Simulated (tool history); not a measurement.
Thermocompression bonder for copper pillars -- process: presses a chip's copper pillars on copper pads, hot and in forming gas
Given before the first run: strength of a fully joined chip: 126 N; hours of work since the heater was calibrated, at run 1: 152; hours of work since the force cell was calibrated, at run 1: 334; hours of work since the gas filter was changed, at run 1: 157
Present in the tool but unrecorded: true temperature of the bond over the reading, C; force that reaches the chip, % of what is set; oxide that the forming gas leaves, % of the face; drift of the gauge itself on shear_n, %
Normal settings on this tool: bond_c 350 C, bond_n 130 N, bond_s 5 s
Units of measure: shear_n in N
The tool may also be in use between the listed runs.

run   hour  bond_c  bond_n  bond_s  hours of work since the heater was calibrated  hours of work since the force cell was calibrated  hours of work since the gas filter was changed  shear_n
  1      0     350     130       5                                            152                                                334                                             157     41.7
  2    6.9     350     130       5                                            154                                                337                                             160     40.9
  3   17.1     350     130       5                                            159                                                342                                             164     40.6
  4   29.2     350     130       5                                            164                                                347                                             170     41.5
  5   35.8     350     127       5                                            167                                                349                                             172       41
  6   46.8     350     127       5                                            171                                                354                                             177     40.5
  7   59.1     350     127       5                                            176                                                359                                             182     39.9
  8   67.3     350     162       5                                            180                                                363                                             186     48.4
      75.6  -- forming gas filter changed
  9   78.3     350     130       5                                            184                                                367                                               1     43.8
 10     87     350      89       5                                            188                                                371                                               5     33.3
 11   97.3     350      89       5                                            192                                                375                                               9     32.5
 12  103.2     350      89       5                                            195                                                378                                              12     33.2
 13  114.7     350     130       5                                            200                                                382                                              16     44.2
 14  121.6     350     130       5                                            203                                                385                                              19     43.4
 15  130.7     350     130       5                                            206                                                389                                              23     44.6
 16    141     350     130       5                                            211                                                393                                              27     44.2
 17  152.6     351     159       3                                            216                                                398                                              32       42
 18  165.1     351     179      13                                            221                                                404                                              38     76.6
 19  175.8     330     114       6                                            225                                                408                                              42     35.9
 20  183.6     326     114       6                                            229                                                411                                              45     33.8
 21  191.7     344     125       5                                            232                                                415                                              49     39.5
 22  198.2     362     117       5                                            235                                                418                                              52     45.1

Expected results for the next run?
 23  205.5     362     117       5                                            238                                                421                                              55        ?

{"run 23": {"shear_n": 44.6}}
Had the tool carried no hidden state, the very same run would have given shear_n 47.2 N.
